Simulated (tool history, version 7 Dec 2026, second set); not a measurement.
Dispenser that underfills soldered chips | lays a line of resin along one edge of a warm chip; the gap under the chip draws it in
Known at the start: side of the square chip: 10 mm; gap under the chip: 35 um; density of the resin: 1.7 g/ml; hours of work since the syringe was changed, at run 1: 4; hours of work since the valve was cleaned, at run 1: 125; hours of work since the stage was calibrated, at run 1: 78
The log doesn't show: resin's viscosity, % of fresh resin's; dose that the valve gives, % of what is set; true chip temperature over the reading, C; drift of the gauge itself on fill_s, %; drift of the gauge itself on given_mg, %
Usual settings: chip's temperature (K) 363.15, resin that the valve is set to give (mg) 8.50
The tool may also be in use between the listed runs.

run	day	chip's temperature (K)	resin that the valve is set to give (mg)	hours of work since the syringe was changed	hours of work since the valve was cleaned	hours of work since the stage was calibrated	time until the resin shows at the far edge (s)	resin that the valve gave (mg)
1	0.000	363.15	8.50	4	125	78	62.2	7.54
# day 0.154: new syringe of resin
2	0.250	363.15	8.50	2	130	82	54.0	7.52
3	0.492	363.15	8.50	6	134	86	77.6	7.47
# day 0.521: new syringe of resin
4	0.738	363.15	8.50	4	138	90	65.5	7.35
# day 0.892: new syringe of resin
5	0.975	363.15	7.91	1	142	94	53.4	7.00
# day 1.046: dispensing valve cleaned and set on the balance
6	1.138	363.15	7.91	4	2	96	60.1	7.81
# day 1.304: new syringe of resin
7	1.304	363.15	7.91	0	4	99	45.0	7.91
8	1.458	363.15	8.71	3	7	102	56.8	8.69
# day 1.662: new syringe of resin
9	1.688	363.15	8.71	0	11	105	46.4	8.61
10	1.800	363.15	8.71	2	13	107	56.4	8.59
11	1.967	363.15	8.50	5	16	110	70.6	8.26
# day 2.021: new syringe of resin
12	2.150	363.15	8.50	2	19	113	54.8	8.30
13	2.296	363.15	8.50	5	21	116	67.7	8.36
# day 2.379: new syringe of resin
14	2.488	366.15	8.50	2	24	119	46.3	8.27
# day 2.758: new syringe of resin
15	2.758	366.15	8.95	0	29	123	38.3	8.62
16	2.979	366.15	8.95	4	33	127	53.8	8.63
# day 3.117: new syringe of resin
17	3.158	363.15	8.50	1	36	130	48.9	8.22
18	3.325	363.15	8.50	4	39	133	61.4	8.08
19	3.433	349.15	9.40	6	41	135	140.5	9.06
# day 3.479: new syringe of resin
20	3.625	349.15	9.40	3	44	138	107.3	9.08
# day 3.850: new syringe of resin
21	3.892	364.15	8.10	1	48	143	46.7	7.70
22	4.046	363.15	7.23	3	51	145	64.1	6.87
# day 4.208: new syringe of resin
23	4.221	366.15	7.80	0	54	148	41.1	7.29
24	4.358	363.15	8.10	3	56	151	58.8	7.66
25	4.554	366.15	8.52	6	59	154	68.6	8.08
# day 4.579: new syringe of resin
26	4.675	366.15	7.75	2	61	156	48.5	7.27
27	4.900	366.15	7.89	6	65	160	64.9	7.38
# day 4.958: new syringe of resin
28	5.021	371.15	8.87	1	67	162	35.1	8.21
29	5.162	363.15	10.03	4	70	164	61.0	9.33
# day 5.325: new syringe of resin
30	5.417	363.15	10.03	2	74	169	50.6	9.35
31	5.617	373.15	10.29	5	77	172	44.7	9.51
# day 5.696: new syringe of resin
32	5.829	353.15	7.35	2	81	176	96.9	6.78
33	5.950	353.15	7.35	5	83	178	114.2	6.65
# day 6.067: new syringe of resin
34	6.183	353.15	7.35	2	87	182	94.7	6.74
# day 6.446: new syringe of resin
35	6.450	374.15	9.56	0	91	186	28.2	8.74

Hidden state at the last listed run before each entry between runs and at the first one after, where it differs:
Between runs 1 and 2: new syringe of resin (day 0.154)
  resin's viscosity, % of fresh resin's: 135.6 -> 117; dose that the valve gives, % of what is set: 88.47 -> 88.09; true chip temperature over the reading, C: -0.03 -> -0.04
  measured less the result without the state, time until the resin shows at the far edge (s): +17.9 -> +9.4; resin that the valve gave (mg): -0.99 -> -1.02
Between runs 3 and 4: new syringe of resin (day 0.521)
  resin's viscosity, % of fresh resin's: 167.2 -> 138.7; dose that the valve gives, % of what is set: 87.69 -> 87.34
  measured less the result without the state, time until the resin shows at the far edge (s): +32.9 -> +19.9; resin that the valve gave (mg): -1.05 -> -1.08
Between runs 4 and 5: new syringe of resin (day 0.892)
  resin's viscosity, % of fresh resin's: 138.7 -> 111.8; dose that the valve gives, % of what is set: 87.34 -> 86.96; true chip temperature over the reading, C: -0.05 -> -0.06
  measured less the result without the state, time until the resin shows at the far edge (s): +19.9 -> +8.0; resin that the valve gave (mg): -1.08 -> -1.03
Between runs 5 and 6: dispensing valve cleaned and set on the balance (day 1.046)
  resin's viscosity, % of fresh resin's: 111.8 -> 133.2; dose that the valve gives, % of what is set: 86.96 -> 99.56; true chip temperature over the reading, C: -0.06 -> -0.07
  measured less the result without the state, time until the resin shows at the far edge (s): +8.0 -> +15.2; resin that the valve gave (mg): -1.03 -> -0.03
Between runs 6 and 7: new syringe of resin (day 1.304)
  resin's viscosity, % of fresh resin's: 133.2 -> 99.7; dose that the valve gives, % of what is set: 99.56 -> 99.32
  measured less the result without the state, time until the resin shows at the far edge (s): +15.2 -> +0.1; resin that the valve gave (mg): -0.03 -> -0.05
Between runs 8 and 9: new syringe of resin (day 1.662)
  resin's viscosity, % of fresh resin's: 125.4 -> 103.8; dose that the valve gives, % of what is set: 99.1 -> 98.76; true chip temperature over the reading, C: -0.08 -> -0.09
  measured less the result without the state, time until the resin shows at the far edge (s): +11.8 -> +2.0; resin that the valve gave (mg): -0.08 -> -0.11
Between runs 11 and 12: new syringe of resin (day 2.021)
  resin's viscosity, % of fresh resin's: 157.6 -> 120.5; dose that the valve gives, % of what is set: 98.3 -> 98.01
  measured less the result without the state, time until the resin shows at the far edge (s): +26.2 -> +9.7; resin that the valve gave (mg): -0.14 -> -0.17
Between runs 13 and 14: new syringe of resin (day 2.379)
  resin's viscosity, % of fresh resin's: 149.7 -> 117.2; dose that the valve gives, % of what is set: 97.77 -> 97.48
  measured less the result without the state, time until the resin shows at the far edge (s): +22.9 -> +7.3; resin that the valve gave (mg): -0.19 -> -0.22
Between runs 14 and 15: new syringe of resin (day 2.758)
  resin's viscosity, % of fresh resin's: 117.2 -> 99.5; dose that the valve gives, % of what is set: 97.48 -> 97.05; true chip temperature over the reading, C: -0.11 -> -0.12
  measured less the result without the state, time until the resin shows at the far edge (s): +7.3 -> +0.2; resin that the valve gave (mg): -0.22 -> -0.27
Between runs 16 and 17: new syringe of resin (day 3.117)
  resin's viscosity, % of fresh resin's: 138 -> 106.1; dose that the valve gives, % of what is set: 96.71 -> 96.42; true chip temperature over the reading, C: -0.13 -> -0.14
  measured less the result without the state, time until the resin shows at the far edge (s): +15.2 -> +3.4; resin that the valve gave (mg): -0.30 -> -0.30
Between runs 19 and 20: new syringe of resin (day 3.479)
  resin's viscosity, % of fresh resin's: 159.3 -> 123.6; dose that the valve gives, % of what is set: 95.98 -> 95.67; true chip temperature over the reading, C: -0.15 -> -0.16
  measured less the result without the state, time until the resin shows at the far edge (s): +53.5 -> +21.7; resin that the valve gave (mg): -0.38 -> -0.41
Between runs 20 and 21: new syringe of resin (day 3.850)
  resin's viscosity, % of fresh resin's: 123.6 -> 106.3; dose that the valve gives, % of what is set: 95.67 -> 95.24; true chip temperature over the reading, C: -0.16 -> -0.17
  measured less the result without the state, time until the resin shows at the far edge (s): +21.7 -> +3.6; resin that the valve gave (mg): -0.41 -> -0.38
Between runs 22 and 23: new syringe of resin (day 4.208)
  resin's viscosity, % of fresh resin's: 133.8 -> 103.5; dose that the valve gives, % of what is set: 94.96 -> 94.69; true chip temperature over the reading, C: -0.17 -> -0.18
  measured less the result without the state, time until the resin shows at the far edge (s): +17.6 -> +2.4; resin that the valve gave (mg): -0.36 -> -0.42
Between runs 25 and 26: new syringe of resin (day 4.579)
  resin's viscosity, % of fresh resin's: 169 -> 113.8; dose that the valve gives, % of what is set: 94.18 -> 94
  measured less the result without the state, time until the resin shows at the far edge (s): +28.8 -> +7.1; resin that the valve gave (mg): -0.50 -> -0.46
Between runs 27 and 28: new syringe of resin (day 4.958)
  resin's viscosity, % of fresh resin's: 158.7 -> 111.3; dose that the valve gives, % of what is set: 93.62 -> 93.43; true chip temperature over the reading, C: -0.2 -> -0.21
  measured less the result without the state, time until the resin shows at the far edge (s): +25.2 -> +4.3; resin that the valve gave (mg): -0.50 -> -0.58
Between runs 29 and 30: new syringe of resin (day 5.325)
  resin's viscosity, % of fresh resin's: 137.2 -> 113.4; dose that the valve gives, % of what is set: 93.19 -> 92.8; true chip temperature over the reading, C: -0.21 -> -0.22
  measured less the result without the state, time until the resin shows at the far edge (s): +17.3 -> +6.8; resin that the valve gave (mg): -0.68 -> -0.72
Between runs 31 and 32: new syringe of resin (day 5.696)
  resin's viscosity, % of fresh resin's: 152.9 -> 122.6; dose that the valve gives, % of what is set: 92.46 -> 92.11; true chip temperature over the reading, C: -0.23 -> -0.24
  measured less the result without the state, time until the resin shows at the far edge (s): +15.9 -> +21.3; resin that the valve gave (mg): -0.78 -> -0.58
Between runs 33 and 34: new syringe of resin (day 6.067)
  resin's viscosity, % of fresh resin's: 146.6 -> 120.6; dose that the valve gives, % of what is set: 91.9 -> 91.51; true chip temperature over the reading, C: -0.24 -> -0.25
  measured less the result without the state, time until the resin shows at the far edge (s): +40.0 -> +19.9; resin that the valve gave (mg): -0.59 -> -0.62
Between runs 34 and 35: new syringe of resin (day 6.446)
  resin's viscosity, % of fresh resin's: 120.6 -> 100.7; dose that the valve gives, % of what is set: 91.51 -> 91.07; true chip temperature over the reading, C: -0.25 -> -0.26
  measured less the result without the state, time until the resin shows at the far edge (s): +19.9 -> +0.9; resin that the valve gave (mg): -0.62 -> -0.86
